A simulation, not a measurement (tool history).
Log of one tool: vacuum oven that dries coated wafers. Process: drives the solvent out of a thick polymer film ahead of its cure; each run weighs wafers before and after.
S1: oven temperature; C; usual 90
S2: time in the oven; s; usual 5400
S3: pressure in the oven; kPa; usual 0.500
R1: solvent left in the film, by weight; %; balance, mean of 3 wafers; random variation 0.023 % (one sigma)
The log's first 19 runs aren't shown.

run	hour	S1	S2	S3	R1
20	670.4	90	5400	1.193	0.86
21	699.6	90	5400	1.193	0.90
# hour 705.0: oven's thermocouples calibrated
22	737.5	90	5400	1.193	0.86
# hour 791.8: oven's thermocouples calibrated, once more
23	791.8	90	9300	0.500	0.43
24	837.0	90	9300	0.500	0.44
25	876.3	90	6660	0.388	0.53
26	918.4	80	4320	0.255	3.27
27	947.6	103	3180	1.037	0.50
28	974.7	85	3240	0.847	3.24

Run 29 comes next. What will it give?
29	1002.2	90	6900	0.264	?

Run 29 gave R1 0.52 %.
Without the tool's hidden state the same run would have given R1 0.26 %.

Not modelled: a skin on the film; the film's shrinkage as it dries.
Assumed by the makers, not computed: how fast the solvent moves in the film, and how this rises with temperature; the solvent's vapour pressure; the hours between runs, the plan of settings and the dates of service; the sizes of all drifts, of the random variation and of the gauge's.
